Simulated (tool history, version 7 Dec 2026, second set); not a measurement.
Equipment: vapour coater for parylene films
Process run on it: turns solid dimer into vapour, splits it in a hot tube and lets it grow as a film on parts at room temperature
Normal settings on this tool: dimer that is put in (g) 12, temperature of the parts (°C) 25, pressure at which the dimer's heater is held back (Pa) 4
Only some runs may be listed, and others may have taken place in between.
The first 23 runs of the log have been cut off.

run	day	dimer that is put in (g)	temperature of the parts (°C)	pressure at which the dimer's heater is held back (Pa)	thickness of the film (nm)
24	22.246	15	18	2.69	13450
25	23.388	15	18	2.69	13370
26	24.708	15	18	2.69	13370
27	25.758	13	24	7.88	8160
28	26.483	13	24	7.88	8220
29	27.804	17	25	4	12430
30	28.504	12	33	4	7670
31	29.742	16	33	10.35	8070
32	30.862	16	33	10.35	8170
33	31.996	17	22	2.08	15210
34	33.338	11	32	5.51	6590

Alternative continuations, all from the tool just after run 34; predict every row:
A	33.962	9	25	10.44	?
B	33.962	21	25	5.76	?
C	33.962	8	28	4.94	?
D	33.962	16	31	4	?

run	thickness of the film (nm)
A	5230
B	13940
C	5260
D	10580
Take away the tool's hidden state, keep each run's random variation, and the runs would have read:
run	thickness of the film (nm)
A	5240
B	13980
C	5270
D	10600
